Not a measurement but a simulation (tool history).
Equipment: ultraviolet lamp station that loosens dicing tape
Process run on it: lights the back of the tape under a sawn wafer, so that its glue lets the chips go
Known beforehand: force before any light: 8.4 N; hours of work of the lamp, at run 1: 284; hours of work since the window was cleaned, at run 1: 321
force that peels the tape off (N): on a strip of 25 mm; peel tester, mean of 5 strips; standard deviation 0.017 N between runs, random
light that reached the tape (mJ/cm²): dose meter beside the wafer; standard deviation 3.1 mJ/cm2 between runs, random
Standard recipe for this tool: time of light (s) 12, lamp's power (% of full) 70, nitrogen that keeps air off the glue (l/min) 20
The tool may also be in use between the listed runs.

| run | hour | time of light (s) | lamp's power (% of full) | nitrogen that keeps air off the glue (l/min) | hours of work of the lamp | hours of work since the window was cleaned | force that peels the tape off (N) | light that reached the tape (mJ/cm²) |
|---|---|---|---|---|---|---|---|---|
| 1 | 0.0 | 12 | 70 | 20 | 284 | 321 | 0.823 | 466 |
| 2 | 19.1 | 12 | 61 | 20 | 296 | 333 | 1.034 | 414 |
| 3 | 45.9 | 12 | 61 | 20 | 313 | 350 | 1.036 | 408 |
| 4 | 66.2 | 12 | 70 | 23 | 325 | 363 | 0.715 | 469 |
| 5 | 84.5 | 12 | 70 | 23 | 337 | 374 | 0.718 | 469 |
|  | 93.1 | window cleaned of glue's vapour |
| 6 | 99.7 | 8 | 70 | 23 | 346 | 4 | 1.485 | 311 |
| 7 | 127.2 | 12 | 70 | 20 | 363 | 21 | 0.789 | 469 |
| 8 | 150.4 | 12 | 70 | 20 | 378 | 36 | 0.795 | 474 |
| 9 | 162.0 | 12 | 70 | 20 | 385 | 43 | 0.814 | 470 |
| 10 | 178.0 | 12 | 70 | 20 | 395 | 53 | 0.794 | 469 |
| 11 | 192.6 | 12 | 70 | 20 | 404 | 62 | 0.808 | 468 |
| 12 | 219.5 | 12 | 70 | 20 | 421 | 79 | 0.807 | 463 |
| 13 | 243.8 | 12 | 70 | 20 | 436 | 94 | 0.798 | 466 |
| 14 | 256.4 | 12 | 70 | 20 | 444 | 102 | 0.806 | 469 |
| 15 | 279.4 | 12 | 70 | 20 | 459 | 117 | 0.798 | 467 |
| 16 | 304.1 | 11 | 81 | 20 | 474 | 132 | 0.722 | 494 |
| 17 | 326.4 | 10 | 90 | 20 | 488 | 146 | 0.686 | 503 |
| 18 | 343.2 | 10 | 90 | 20 | 498 | 157 | 0.698 | 502 |
| 19 | 362.3 | 10 | 90 | 20 | 510 | 169 | 0.693 | 498 |
| 20 | 382.5 | 6 | 99 | 27 | 523 | 181 | 1.218 | 328 |
| 21 | 395.3 | 6 | 99 | 27 | 531 | 189 | 1.293 | 329 |
| 22 | 407.0 | 6 | 99 | 23 | 539 | 197 | 1.366 | 328 |
| 23 | 430.6 | 7 | 98 | 23 | 553 | 211 | 1.053 | 381 |
| 24 | 454.1 | 7 | 83 | 12 | 568 | 226 | 2.045 | 325 |
| 25 | 465.8 | 22 | 70 | 19 | 575 | 233 | 0.261 | 857 |
| 26 | 483.5 | 16 | 73 | 10 | 586 | 245 | 0.651 | 654 |
| 27 | 508.0 | 17 | 73 | 9 | 602 | 260 | 0.637 | 690 |
| 28 | 522.1 | 7 | 98 | 8 | 611 | 269 | 1.985 | 379 |
| 29 | 541.6 | 12 | 70 | 19 | 623 | 281 | 0.833 | 466 |

Describe how what the log doesn't record of the tool's condition differs between the last listed run preceding each entry between runs and the first listed run following it.
Between runs 5 and 6: window cleaned of glue's vapour (hour 93.1)
  light that the window lets through, % of a clean one's: 99.9 -> 100

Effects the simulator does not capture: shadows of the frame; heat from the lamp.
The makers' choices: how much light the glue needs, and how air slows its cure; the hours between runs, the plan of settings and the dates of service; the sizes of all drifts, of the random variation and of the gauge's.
